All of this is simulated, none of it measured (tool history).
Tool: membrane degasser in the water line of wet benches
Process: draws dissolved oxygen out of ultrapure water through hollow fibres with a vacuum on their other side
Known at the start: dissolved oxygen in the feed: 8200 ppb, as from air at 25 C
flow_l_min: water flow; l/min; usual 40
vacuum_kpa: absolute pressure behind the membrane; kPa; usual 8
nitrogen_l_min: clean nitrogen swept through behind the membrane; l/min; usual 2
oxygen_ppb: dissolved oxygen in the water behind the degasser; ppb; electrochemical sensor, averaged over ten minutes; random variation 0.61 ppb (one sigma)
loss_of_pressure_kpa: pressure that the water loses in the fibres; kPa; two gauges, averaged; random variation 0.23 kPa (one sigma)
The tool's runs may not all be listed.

run 1 hour=0 | flow_l_min=40 vacuum_kpa=8 nitrogen_l_min=2 | oxygen_ppb=221.9 loss_of_pressure_kpa=61.08
run 2 hour=50.7 | flow_l_min=40 vacuum_kpa=8 nitrogen_l_min=2 | oxygen_ppb=222.7 loss_of_pressure_kpa=61.56
run 3 hour=99.6 | flow_l_min=40 vacuum_kpa=8 nitrogen_l_min=2 | oxygen_ppb=222.8 loss_of_pressure_kpa=60.88
run 4 hour=134.4 | flow_l_min=40 vacuum_kpa=8 nitrogen_l_min=2 | oxygen_ppb=223.4 loss_of_pressure_kpa=61.32
run 5 hour=187.5 | flow_l_min=40 vacuum_kpa=11.42 nitrogen_l_min=2 | oxygen_ppb=367.8 loss_of_pressure_kpa=61.21
run 6 hour=259.3 | flow_l_min=40 vacuum_kpa=11.42 nitrogen_l_min=2 | oxygen_ppb=364 loss_of_pressure_kpa=61.38
run 7 hour=334.7 | flow_l_min=38 vacuum_kpa=8 nitrogen_l_min=2 | oxygen_ppb=211.7 loss_of_pressure_kpa=58.19
run 8 hour=392.3 | flow_l_min=38 vacuum_kpa=8 nitrogen_l_min=2 | oxygen_ppb=213.3 loss_of_pressure_kpa=58.17
run 9 hour=435.9 | flow_l_min=38 vacuum_kpa=8 nitrogen_l_min=2 | oxygen_ppb=213 loss_of_pressure_kpa=58.39
run 10 hour=504.3 | flow_l_min=40 vacuum_kpa=8 nitrogen_l_min=2 | oxygen_ppb=222.5 loss_of_pressure_kpa=61.5
run 11 hour=557.6 | flow_l_min=40 vacuum_kpa=8 nitrogen_l_min=2 | oxygen_ppb=224.1 loss_of_pressure_kpa=61.3
run 12 hour=601.9 | flow_l_min=40 vacuum_kpa=8 nitrogen_l_min=2 | oxygen_ppb=222.5 loss_of_pressure_kpa=61.8
run 13 hour=663.6 | flow_l_min=40 vacuum_kpa=8 nitrogen_l_min=2 | oxygen_ppb=223.1 loss_of_pressure_kpa=61.56
run 14 hour=727.9 | flow_l_min=40 vacuum_kpa=8 nitrogen_l_min=2 | oxygen_ppb=223.3 loss_of_pressure_kpa=61.77
run 15 hour=779.6 | flow_l_min=40 vacuum_kpa=8 nitrogen_l_min=2 | oxygen_ppb=224.1 loss_of_pressure_kpa=61.23
-- hour=788.9 vacuum gauge calibrated
run 16 hour=815.3 | flow_l_min=40 vacuum_kpa=8 nitrogen_l_min=2 | oxygen_ppb=212.6 loss_of_pressure_kpa=61.53
run 17 hour=866.9 | flow_l_min=32 vacuum_kpa=12.19 nitrogen_l_min=2.61 | oxygen_ppb=252 loss_of_pressure_kpa=49.32
run 18 hour=929.2 | flow_l_min=40 vacuum_kpa=8.48 nitrogen_l_min=4.13 | oxygen_ppb=122.7 loss_of_pressure_kpa=61.35
run 19 hour=960.5 | flow_l_min=61 vacuum_kpa=11.36 nitrogen_l_min=1.34 | oxygen_ppb=682.3 loss_of_pressure_kpa=94.03
run 20 hour=1002.9 | flow_l_min=37 vacuum_kpa=6.91 nitrogen_l_min=1.68 | oxygen_ppb=178.2 loss_of_pressure_kpa=56.64
run 21 hour=1044.1 | flow_l_min=25 vacuum_kpa=8 nitrogen_l_min=2 | oxygen_ppb=139.2 loss_of_pressure_kpa=38.34
run 22 hour=1097.7 | flow_l_min=25 vacuum_kpa=8 nitrogen_l_min=2 | oxygen_ppb=139.5 loss_of_pressure_kpa=38.5
run 23 hour=1139.5 | flow_l_min=28 vacuum_kpa=18.95 nitrogen_l_min=1.19 | oxygen_ppb=748.4 loss_of_pressure_kpa=42.9
run 24 hour=1203.7 | flow_l_min=61 vacuum_kpa=8 nitrogen_l_min=2.5 | oxygen_ppb=258 loss_of_pressure_kpa=94.08
run 25 hour=1272 | flow_l_min=40 vacuum_kpa=8 nitrogen_l_min=3.77 | oxygen_ppb=122 loss_of_pressure_kpa=61.6
run 26 hour=1302.5 | flow_l_min=32 vacuum_kpa=8 nitrogen_l_min=2 | oxygen_ppb=174.5 loss_of_pressure_kpa=49.21

Forecast run 27:
run 27 hour=1360 | flow_l_min=32 vacuum_kpa=8 nitrogen_l_min=2 | oxygen_ppb=? loss_of_pressure_kpa=?

{"run 27": {"oxygen_ppb": 174.3, "loss_of_pressure_kpa": 49.48}}
Without the tool's hidden state the same run would have given oxygen_ppb 173.1 ppb, loss_of_pressure_kpa 48.4 kPa.

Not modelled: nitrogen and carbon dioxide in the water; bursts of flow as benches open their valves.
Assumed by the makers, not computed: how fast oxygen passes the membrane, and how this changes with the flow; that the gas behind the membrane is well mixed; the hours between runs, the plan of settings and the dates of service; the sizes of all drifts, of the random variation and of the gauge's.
